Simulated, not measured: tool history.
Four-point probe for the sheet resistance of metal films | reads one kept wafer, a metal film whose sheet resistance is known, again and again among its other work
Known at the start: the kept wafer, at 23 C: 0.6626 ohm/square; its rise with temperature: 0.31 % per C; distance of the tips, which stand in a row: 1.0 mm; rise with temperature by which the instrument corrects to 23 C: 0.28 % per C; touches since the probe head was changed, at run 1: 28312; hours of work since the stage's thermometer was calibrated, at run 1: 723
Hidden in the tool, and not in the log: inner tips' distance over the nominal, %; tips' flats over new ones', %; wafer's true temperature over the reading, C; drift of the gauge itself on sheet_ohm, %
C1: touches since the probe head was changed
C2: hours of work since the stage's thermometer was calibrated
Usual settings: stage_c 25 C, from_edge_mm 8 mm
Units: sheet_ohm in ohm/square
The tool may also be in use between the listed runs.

{"run": 1, "hour": 0.0, "stage_c": 25, "from_edge_mm": 8, "C1": 28312, "C2": 723, "sheet_ohm": 0.66528}
{"run": 2, "hour": 28.2, "stage_c": 25, "from_edge_mm": 8, "C1": 29143, "C2": 736, "sheet_ohm": 0.665545}
{"run": 3, "hour": 55.2, "stage_c": 25, "from_edge_mm": 8, "C1": 29937, "C2": 748, "sheet_ohm": 0.665288}
{"run": 4, "hour": 89.5, "stage_c": 25, "from_edge_mm": 8, "C1": 30947, "C2": 763, "sheet_ohm": 0.665421}
{"run": 5, "hour": 115.8, "stage_c": 25, "from_edge_mm": 8, "C1": 31719, "C2": 775, "sheet_ohm": 0.665543}
{"run": 6, "hour": 150.5, "stage_c": 25, "from_edge_mm": 8, "C1": 32740, "C2": 790, "sheet_ohm": 0.665698}
{"run": 7, "hour": 176.7, "stage_c": 21, "from_edge_mm": 70, "C1": 33512, "C2": 802, "sheet_ohm": 0.659386}
{"run": 8, "hour": 200.8, "stage_c": 25, "from_edge_mm": 46, "C1": 34220, "C2": 812, "sheet_ohm": 0.660161}
{"hour": 205.4, "done": "stage's thermometer calibrated"}
{"run": 9, "hour": 240.3, "stage_c": 23, "from_edge_mm": 16, "C1": 35370, "C2": 15, "sheet_ohm": 0.661036}
{"run": 10, "hour": 278.7, "stage_c": 20, "from_edge_mm": 14, "C1": 36498, "C2": 32, "sheet_ohm": 0.661009}
{"run": 11, "hour": 299.9, "stage_c": 24, "from_edge_mm": 25, "C1": 37124, "C2": 42, "sheet_ohm": 0.6605}
{"run": 12, "hour": 320.8, "stage_c": 24, "from_edge_mm": 25, "C1": 37738, "C2": 51, "sheet_ohm": 0.660626}

Forecast each of these 3 alternatives for the next run:
{"run": "A", "hour": 361.9, "stage_c": 24, "from_edge_mm": 58, "C1": 38947, "C2": 69, "sheet_ohm": "?"}
{"run": "B", "hour": 361.9, "stage_c": 20, "from_edge_mm": 50, "C1": 38947, "C2": 69, "sheet_ohm": "?"}
{"run": "C", "hour": 361.9, "stage_c": 34, "from_edge_mm": 8, "C1": 38947, "C2": 69, "sheet_ohm": "?"}

run=A sheet_ohm=0.659920
run=B sheet_ohm=0.659433
run=C sheet_ohm=0.667019
Without the tool's hidden state the same runs would have given:
run=A sheet_ohm=0.662649
run=B sheet_ohm=0.662162
run=C sheet_ohm=0.669773
